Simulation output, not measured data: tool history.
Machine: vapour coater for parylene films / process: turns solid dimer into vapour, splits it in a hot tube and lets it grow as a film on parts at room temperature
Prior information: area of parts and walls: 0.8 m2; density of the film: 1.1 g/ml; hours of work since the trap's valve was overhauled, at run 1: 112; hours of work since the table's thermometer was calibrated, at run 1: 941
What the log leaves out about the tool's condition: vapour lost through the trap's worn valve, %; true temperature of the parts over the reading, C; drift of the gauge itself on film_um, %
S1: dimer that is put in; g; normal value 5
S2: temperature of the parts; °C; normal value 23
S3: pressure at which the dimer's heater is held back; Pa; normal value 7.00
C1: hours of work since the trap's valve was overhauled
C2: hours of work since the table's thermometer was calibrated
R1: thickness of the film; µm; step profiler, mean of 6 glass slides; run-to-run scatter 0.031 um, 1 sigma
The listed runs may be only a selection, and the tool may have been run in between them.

| run | hour | S1 | S2 | S3 | C1 | C2 | R1 |
|---|---|---|---|---|---|---|---|
| 1 | 0.0 | 5 | 23 | 7.00 | 112 | 941 | 2.94 |
| 2 | 51.1 | 5 | 23 | 7.00 | 139 | 968 | 2.93 |
| 3 | 106.1 | 5 | 24 | 7.00 | 168 | 997 | 2.83 |
| 4 | 151.8 | 5 | 24 | 7.00 | 192 | 1021 | 2.80 |
|  | 178.8 | trap's valve overhauled |
| 5 | 214.3 | 5 | 24 | 7.00 | 19 | 1052 | 2.88 |
| 6 | 248.2 | 5 | 21 | 7.00 | 37 | 1069 | 3.17 |
| 7 | 277.8 | 5 | 21 | 7.00 | 52 | 1085 | 3.20 |
| 8 | 345.4 | 5 | 23 | 7.00 | 88 | 1121 | 2.94 |
| 9 | 390.1 | 5 | 23 | 7.00 | 112 | 1144 | 2.97 |
| 10 | 424.7 | 2 | 23 | 7.00 | 130 | 1163 | 1.14 |
| 11 | 485.1 | 2 | 23 | 7.00 | 162 | 1194 | 1.16 |
| 12 | 517.4 | 5 | 31 | 4.57 | 179 | 1212 | 2.34 |
|  | 571.8 | trap's valve overhauled |
| 13 | 587.4 | 5 | 31 | 4.57 | 8 | 1246 | 2.34 |
| 14 | 653.5 | 5 | 31 | 4.57 | 43 | 1281 | 2.37 |
| 15 | 695.8 | 5 | 31 | 4.57 | 65 | 1304 | 2.34 |
|  | 708.3 | table's thermometer calibrated |
| 16 | 742.4 | 3 | 16 | 7.00 | 89 | 18 | 2.31 |
| 17 | 784.7 | 3 | 16 | 7.00 | 112 | 40 | 2.38 |
| 18 | 815.9 | 3 | 16 | 7.00 | 128 | 57 | 2.32 |
| 19 | 884.2 | 3 | 22 | 3.32 | 164 | 93 | 2.20 |
| 20 | 949.9 | 2 | 22 | 8.16 | 199 | 127 | 1.16 |
|  | 963.9 | trap's valve overhauled |
| 21 | 1002.3 | 3 | 20 | 2.90 | 20 | 153 | 2.42 |

What if the next run were any one of these 5? Each begins from the tool's condition after run 21:
| A | 1067.9 | 5 | 23 | 8.15 | 55 | 188 | ? |
| B | 1067.9 | 3 | 20 | 5.80 | 55 | 188 | ? |
| C | 1067.9 | 4 | 20 | 2.90 | 55 | 188 | ? |
| D | 1067.9 | 5 | 22 | 3.99 | 55 | 188 | ? |
| E | 1067.9 | 4 | 20 | 5.07 | 55 | 188 | ? |

| run | R1 |
|---|---|
| A | 2.81 |
| B | 2.12 |
| C | 3.27 |
| D | 3.49 |
| E | 2.91 |
Without the tool's unlogged condition, the same runs would have read:
| run | R1 |
|---|---|
| A | 2.81 |
| B | 2.13 |
| C | 3.28 |
| D | 3.50 |
| E | 2.91 |
